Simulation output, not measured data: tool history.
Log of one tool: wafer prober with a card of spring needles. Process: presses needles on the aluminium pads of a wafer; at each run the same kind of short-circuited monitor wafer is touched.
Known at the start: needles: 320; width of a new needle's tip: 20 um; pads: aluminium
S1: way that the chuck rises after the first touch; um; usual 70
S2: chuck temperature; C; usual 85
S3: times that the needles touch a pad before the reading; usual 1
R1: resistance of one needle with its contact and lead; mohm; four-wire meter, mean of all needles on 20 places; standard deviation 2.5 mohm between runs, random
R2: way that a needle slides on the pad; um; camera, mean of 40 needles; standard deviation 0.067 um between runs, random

run    hour  S1   S2  S3   R1     R2
  1     0.0  70   85   1  310  15.97
       20.0  -- tips cleaned on abrasive film
       42.9  -- tips cleaned on abrasive film
  2    49.8  74   85   1  340  16.71
       67.1  -- tips cleaned on abrasive film
       89.7  -- tips cleaned on abrasive film
  3    89.8  74   85   1  297  16.70
      114.0  -- tips cleaned on abrasive film
      117.0  -- tips cleaned on abrasive film, once more
  4   122.4  74   85   1  320  16.60
      138.8  -- tips cleaned on abrasive film
      164.3  -- tips cleaned on abrasive film
  5   179.3  74   85   1  370  16.58
      189.0  -- tips cleaned on abrasive film
      213.1  -- tips cleaned on abrasive film
  6   228.6  74   85   1  370  16.60
      239.6  -- tips cleaned on abrasive film
      263.0  -- tips cleaned on abrasive film
  7   279.9  74   85   1  376  16.60
      289.7  -- tips cleaned on abrasive film
      312.8  -- tips cleaned on abrasive film
      318.6  -- height of the first contact set anew
      337.6  -- tips cleaned on abrasive film
  8   340.5  74   85   1  315  17.12
      362.1  -- tips cleaned on abrasive film
      388.4  -- tips cleaned on abrasive film
  9   397.9  70   85   1  354  16.22
      413.3  -- tips cleaned on abrasive film
      436.1  -- tips cleaned on abrasive film
 10   450.9  70   85   1  378  16.19
      460.4  -- tips cleaned on abrasive film
 11   481.9  70   85   1  400  16.08
      484.9  -- tips cleaned on abrasive film
      510.7  -- tips cleaned on abrasive film
 12   519.7  70   85   1  344  16.01
      535.2  -- tips cleaned on abrasive film
 13   552.7  70   85   1  386  15.99
      558.2  -- tips cleaned on abrasive film
      580.6  -- tips cleaned on abrasive film
      603.7  -- tips cleaned on abrasive film
 14   619.2  70   85   1  379  15.95
      629.8  -- tips cleaned on abrasive film
      652.4  -- tips cleaned on abrasive film
      674.5  -- tips cleaned on abrasive film
 15   681.6  70   85   1  341  15.86
      698.6  -- tips cleaned on abrasive film
      723.1  -- tips cleaned on abrasive film
 16   736.0  70   85   1  373  15.85
      746.2  -- tips cleaned on abrasive film
      773.0  -- tips cleaned on abrasive film
      796.9  -- tips cleaned on abrasive film
 17   796.9  70   85   1  308  15.67
      821.4  -- tips cleaned on abrasive film
      843.7  -- tips cleaned on abrasive film
 18   864.4  70   85   1  414  15.62
      869.2  -- tips cleaned on abrasive film
      891.1  -- tips cleaned on abrasive film
 19   897.6  55   77   1  403  12.07
      901.3  -- height of the first contact set anew
      916.7  -- tips cleaned on abrasive film
      941.5  -- tips cleaned on abrasive film
 20   962.3  52  107   1  506  12.10
      966.6  -- tips cleaned on abrasive film
      993.0  -- tips cleaned on abrasive film
 21  1009.5  70   85   2  352  16.18
     1017.4  -- tips cleaned on abrasive film
     1041.9  -- tips cleaned on abrasive film
     1065.4  -- tips cleaned on abrasive film
 22  1067.1  70   35   1  302  15.91
     1090.4  -- tips cleaned on abrasive film
     1112.7  -- tips cleaned on abrasive film
 23  1124.8  70   35   1  362  16.08
     1137.0  -- tips cleaned on abrasive film
     1163.2  -- tips cleaned on abrasive film
 24  1163.2  59   36   3  292  13.33
     1186.4  -- tips cleaned on abrasive film
     1208.3  -- tips cleaned on abrasive film
 25  1215.5  70   94   1  362  15.86
     1233.1  -- tips cleaned on abrasive film
     1256.0  -- tips cleaned on abrasive film
 26  1272.8  70   94   1  406  15.73
     1282.2  -- tips cleaned on abrasive film
     1306.4  -- tips cleaned on abrasive film
     1331.9  -- tips cleaned on abrasive film
 27  1334.8  70   94   1  326  15.70
     1358.9  -- tips cleaned on abrasive film
 28  1372.7  70   66   1  376  15.75
     1382.4  -- tips cleaned on abrasive film
     1405.2  -- tips cleaned on abrasive film
     1430.9  -- tips cleaned on abrasive film
 29  1439.4  70   66   1  357  15.76
     1453.7  -- tips cleaned on abrasive film
 30  1473.9  70   66   1  414  15.62
     1477.5  -- tips cleaned on abrasive film
     1487.3  -- height of the first contact set anew
     1500.4  -- tips cleaned on abrasive film
     1524.3  -- tips cleaned on abrasive film
 31  1524.7  70   66   1  305  16.15

Below are 3 alternative next runs, each starting from the tool's condition after run 31. Predict each:
     1546.5  -- tips cleaned on abrasive film
  A  1557.5  70  72   1   ?   ?
     1546.5  -- tips cleaned on abrasive film
  B  1557.5  75  88   2   ?   ?
     1546.5  -- tips cleaned on abrasive film
  C  1557.5  67  43   2   ?   ?

run   R1     R2
  A  362  16.19
  B  332  17.46
  C  333  15.55
What these runs would have given with no unlogged condition in the tool:
run   R1     R2
  A  276  16.25
  B  285  17.52
  C  272  15.61
